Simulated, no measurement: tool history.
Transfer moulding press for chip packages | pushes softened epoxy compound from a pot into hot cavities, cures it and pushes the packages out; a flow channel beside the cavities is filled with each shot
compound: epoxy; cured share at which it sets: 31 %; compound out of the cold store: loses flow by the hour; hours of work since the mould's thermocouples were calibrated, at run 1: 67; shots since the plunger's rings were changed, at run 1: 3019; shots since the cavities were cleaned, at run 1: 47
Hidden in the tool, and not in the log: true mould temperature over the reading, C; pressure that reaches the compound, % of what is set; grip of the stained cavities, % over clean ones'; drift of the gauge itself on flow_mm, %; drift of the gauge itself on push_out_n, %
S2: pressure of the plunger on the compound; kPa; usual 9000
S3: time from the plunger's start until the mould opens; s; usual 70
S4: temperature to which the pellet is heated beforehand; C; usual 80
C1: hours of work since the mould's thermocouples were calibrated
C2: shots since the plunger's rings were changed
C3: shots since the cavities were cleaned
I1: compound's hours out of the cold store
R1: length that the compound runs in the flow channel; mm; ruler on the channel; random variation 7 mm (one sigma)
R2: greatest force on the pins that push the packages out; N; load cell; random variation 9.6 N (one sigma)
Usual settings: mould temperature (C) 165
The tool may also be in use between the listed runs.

{"run": 1, "hour": 0.0, "mould temperature (C)": 165, "S2": 9000, "S3": 70, "S4": 80, "C1": 67, "C2": 3019, "C3": 47, "I1": 45.4, "R1": 719, "R2": 459}
{"run": 2, "hour": 14.6, "mould temperature (C)": 165, "S2": 9000, "S3": 70, "S4": 80, "C1": 76, "C2": 3210, "C3": 238, "I1": 44.7, "R1": 734, "R2": 559}
{"run": 3, "hour": 23.2, "mould temperature (C)": 165, "S2": 9000, "S3": 70, "S4": 80, "C1": 81, "C2": 3323, "C3": 351, "I1": 14.5, "R1": 817, "R2": 618}
{"hour": 31.6, "done": "cavities cleaned with cleaning compound and waxed"}
{"run": 4, "hour": 35.2, "mould temperature (C)": 165, "S2": 7960, "S3": 70, "S4": 80, "C1": 87, "C2": 3460, "C3": 48, "I1": 25.0, "R1": 726, "R2": 493}
{"run": 5, "hour": 48.8, "mould temperature (C)": 165, "S2": 9000, "S3": 70, "S4": 80, "C1": 96, "C2": 3637, "C3": 225, "I1": 13.5, "R1": 809, "R2": 580}
{"run": 6, "hour": 59.2, "mould temperature (C)": 165, "S2": 9000, "S3": 70, "S4": 83, "C1": 102, "C2": 3773, "C3": 361, "I1": 25.3, "R1": 770, "R2": 609}
{"hour": 67.2, "done": "cavities cleaned with cleaning compound and waxed"}
{"run": 7, "hour": 74.0, "mould temperature (C)": 165, "S2": 9000, "S3": 70, "S4": 83, "C1": 110, "C2": 3947, "C3": 89, "I1": 8.9, "R1": 811, "R2": 519}
{"run": 8, "hour": 81.7, "mould temperature (C)": 165, "S2": 9000, "S3": 70, "S4": 83, "C1": 114, "C2": 4047, "C3": 189, "I1": 31.0, "R1": 758, "R2": 543}
{"run": 9, "hour": 87.8, "mould temperature (C)": 165, "S2": 9000, "S3": 70, "S4": 83, "C1": 118, "C2": 4128, "C3": 270, "I1": 26.4, "R1": 750, "R2": 597}
{"run": 10, "hour": 93.8, "mould temperature (C)": 165, "S2": 9000, "S3": 70, "S4": 83, "C1": 121, "C2": 4206, "C3": 348, "I1": 10.3, "R1": 800, "R2": 609}
{"run": 11, "hour": 99.8, "mould temperature (C)": 165, "S2": 9000, "S3": 70, "S4": 80, "C1": 125, "C2": 4284, "C3": 426, "I1": 17.4, "R1": 777, "R2": 641}
{"hour": 102.3, "done": "cavities cleaned with cleaning compound and waxed"}
{"run": 12, "hour": 115.4, "mould temperature (C)": 165, "S2": 9860, "S3": 70, "S4": 80, "C1": 133, "C2": 4468, "C3": 171, "I1": 14.9, "R1": 823, "R2": 548}
{"run": 13, "hour": 125.8, "mould temperature (C)": 165, "S2": 9860, "S3": 70, "S4": 80, "C1": 139, "C2": 4604, "C3": 307, "I1": 37.7, "R1": 746, "R2": 581}
{"hour": 137.3, "done": "cavities cleaned with cleaning compound and waxed"}
{"run": 14, "hour": 141.6, "mould temperature (C)": 167, "S2": 9000, "S3": 70, "S4": 80, "C1": 148, "C2": 4791, "C3": 56, "I1": 28.4, "R1": 740, "R2": 459}
{"run": 15, "hour": 152.0, "mould temperature (C)": 167, "S2": 9000, "S3": 70, "S4": 84, "C1": 154, "C2": 4927, "C3": 192, "I1": 41.9, "R1": 699, "R2": 498}
{"run": 16, "hour": 165.5, "mould temperature (C)": 165, "S2": 8110, "S3": 90, "S4": 76, "C1": 162, "C2": 5104, "C3": 369, "I1": 26.2, "R1": 708, "R2": 472}
{"hour": 172.2, "done": "cavities cleaned with cleaning compound and waxed"}
{"run": 17, "hour": 173.2, "mould temperature (C)": 165, "S2": 9000, "S3": 70, "S4": 72, "C1": 166, "C2": 5185, "C3": 13, "I1": 44.3, "R1": 698, "R2": 456}
{"run": 18, "hour": 182.6, "mould temperature (C)": 165, "S2": 9000, "S3": 70, "S4": 72, "C1": 171, "C2": 5308, "C3": 136, "I1": 16.0, "R1": 772, "R2": 544}
{"run": 19, "hour": 197.0, "mould temperature (C)": 165, "S2": 9000, "S3": 70, "S4": 72, "C1": 180, "C2": 5495, "C3": 323, "I1": 39.9, "R1": 700, "R2": 617}
{"hour": 207.3, "done": "cavities cleaned with cleaning compound and waxed"}
{"run": 20, "hour": 212.4, "mould temperature (C)": 165, "S2": 9000, "S3": 70, "S4": 72, "C1": 188, "C2": 5677, "C3": 67, "I1": 19.5, "R1": 747, "R2": 510}
{"run": 21, "hour": 220.0, "mould temperature (C)": 161, "S2": 8130, "S3": 70, "S4": 78, "C1": 193, "C2": 5777, "C3": 167, "I1": 45.1, "R1": 658, "R2": 706}
{"run": 22, "hour": 226.6, "mould temperature (C)": 166, "S2": 9480, "S3": 85, "S4": 89, "C1": 197, "C2": 5863, "C3": 253, "I1": 44.0, "R1": 703, "R2": 450}
{"run": 23, "hour": 236.1, "mould temperature (C)": 166, "S2": 9480, "S3": 85, "S4": 89, "C1": 202, "C2": 5987, "C3": 377, "I1": 40.1, "R1": 711, "R2": 491}
{"hour": 242.1, "done": "cavities cleaned with cleaning compound and waxed"}
{"run": 24, "hour": 246.9, "mould temperature (C)": 166, "S2": 9470, "S3": 84, "S4": 87, "C1": 208, "C2": 6108, "C3": 62, "I1": 12.8, "R1": 762, "R2": 379}
{"run": 25, "hour": 259.9, "mould temperature (C)": 160, "S2": 10050, "S3": 70, "S4": 80, "C1": 216, "C2": 6279, "C3": 233, "I1": 21.2, "R1": 789, "R2": 786}
{"run": 26, "hour": 273.1, "mould temperature (C)": 173, "S2": 9000, "S3": 70, "S4": 80, "C1": 223, "C2": 6451, "C3": 405, "I1": 26.3, "R1": 700, "R2": 485}
{"hour": 277.3, "done": "cavities cleaned with cleaning compound and waxed"}
{"run": 27, "hour": 286.6, "mould temperature (C)": 173, "S2": 7630, "S3": 70, "S4": 80, "C1": 230, "C2": 6607, "C3": 121, "I1": 41.6, "R1": 612, "R2": 409}
{"run": 28, "hour": 300.9, "mould temperature (C)": 169, "S2": 8730, "S3": 66, "S4": 76, "C1": 239, "C2": 6795, "C3": 309, "I1": 14.8, "R1": 725, "R2": 552}

Forecast each of these 3 alternatives for the next run:
{"run": "A", "hour": 307.5, "mould temperature (C)": 170, "S2": 8730, "S3": 57, "S4": 90, "C1": 243, "C2": 6881, "C3": 395, "I1": 13.1, "R1": "?", "R2": "?"}
{"run": "B", "hour": 307.5, "mould temperature (C)": 165, "S2": 8730, "S3": 66, "S4": 76, "C1": 243, "C2": 6881, "C3": 395, "I1": 31.7, "R1": "?", "R2": "?"}
{"run": "C", "hour": 307.5, "mould temperature (C)": 169, "S2": 8730, "S3": 89, "S4": 76, "C1": 243, "C2": 6881, "C3": 395, "I1": 40.2, "R1": "?", "R2": "?"}

run=A R1=707 R2=685
run=B R1=695 R2=707
run=C R1=653 R2=478
Without the tool's hidden state the same runs would have given:
run=A R1=825 R2=488
run=B R1=811 R2=503
run=C R1=763 R2=346
